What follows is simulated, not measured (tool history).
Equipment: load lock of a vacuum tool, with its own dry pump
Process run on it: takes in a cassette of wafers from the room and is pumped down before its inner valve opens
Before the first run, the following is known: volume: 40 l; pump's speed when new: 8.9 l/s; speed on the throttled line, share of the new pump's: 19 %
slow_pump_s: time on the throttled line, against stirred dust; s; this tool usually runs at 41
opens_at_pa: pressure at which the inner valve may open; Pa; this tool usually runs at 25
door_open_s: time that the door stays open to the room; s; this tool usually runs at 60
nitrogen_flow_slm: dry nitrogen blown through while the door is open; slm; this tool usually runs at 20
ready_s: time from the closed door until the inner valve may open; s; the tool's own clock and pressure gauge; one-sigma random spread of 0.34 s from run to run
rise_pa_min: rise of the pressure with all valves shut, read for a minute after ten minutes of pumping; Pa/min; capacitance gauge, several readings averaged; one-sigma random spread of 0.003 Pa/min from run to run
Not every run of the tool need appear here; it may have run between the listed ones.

run	hour	slow_pump_s	opens_at_pa	door_open_s	nitrogen_flow_slm	incoming humidity of the room's air, %	ready_s	rise_pa_min
1	0.0	41	25	60	20	47.0	71.8	0.145
2	236.3	41	25	60	20	44.4	71.8	0.154
3	419.5	41	25	46	20	45.3	72.1	0.159
4	728.7	41	25	46	20	43.0	71.9	0.170
5	988.7	41	25	46	20	47.4	71.6	0.179
6	1162.9	41	25	46	20	44.8	72.3	0.184
7	1425.3	41	25	46	20	43.2	71.8	0.198
8	1629.8	41	25	46	20	42.3	72.1	0.204
9	1790.2	41	25	46	20	44.6	72.2	0.198
10	1988.3	41	25	46	20	42.6	72.3	0.211
11	2225.3	41	25	46	20	47.2	72.6	0.230
12	2518.3	27	25	77	8	46.4	61.8	0.249
# hour 2679.7: door's seal changed, seat wiped
13	2680.5	27	25	77	8	46.8	60.8	0.033
14	2948.0	27	25	77	8	48.5	61.1	0.036
15	3236.6	24	25	191	17	44.3	58.8	0.029
16	3374.4	24	25	191	17	47.2	59.0	0.034
17	3607.6	24	25	191	17	39.6	59.4	0.029
18	3737.4	50	25	191	19	48.3	79.8	0.037
19	3976.5	33	26	176	12	46.1	67.0	0.045
20	4237.3	33	26	185	12	43.9	66.4	0.055
21	4373.4	51	44	47	4	43.4	78.3	0.053
22	4540.7	51	44	47	4	45.8	78.7	0.058

How would selected steps in ready_s from run to run divide? Give the signed amount a tool lacking its hidden state would still show from settings, what came in and random variation, and the signed amount left for the hidden state, including any gauge scatter that is not in both of the compared results.
Hidden state at play: pump's speed, % of a new pump's; leak at the door's seal, Pa l/s; drift of the gauge itself on ready_s, %; drift of the gauge itself on rise_pa_min, %.
Run 11 -> 12: slow_pump_s 41 -> 27, door_open_s 46 -> 77, nitrogen_flow_slm 20 -> 8. ready_s -10.8 s: hidden state +0.3, all else -11.1.
Run 17 -> 18: slow_pump_s 24 -> 50, nitrogen_flow_slm 17 -> 19. ready_s +20.4 s: hidden state -0.3, all else +20.7.
Run 18 -> 19: slow_pump_s 50 -> 33, opens_at_pa 25 -> 26, door_open_s 191 -> 176, nitrogen_flow_slm 19 -> 12. ready_s -12.8 s: hidden state +0.3, all else -13.1.
Run 20 -> 21: slow_pump_s 33 -> 51, opens_at_pa 26 -> 44, door_open_s 185 -> 47, nitrogen_flow_slm 12 -> 4. ready_s +11.9 s: hidden state -0.4, all else +12.3.

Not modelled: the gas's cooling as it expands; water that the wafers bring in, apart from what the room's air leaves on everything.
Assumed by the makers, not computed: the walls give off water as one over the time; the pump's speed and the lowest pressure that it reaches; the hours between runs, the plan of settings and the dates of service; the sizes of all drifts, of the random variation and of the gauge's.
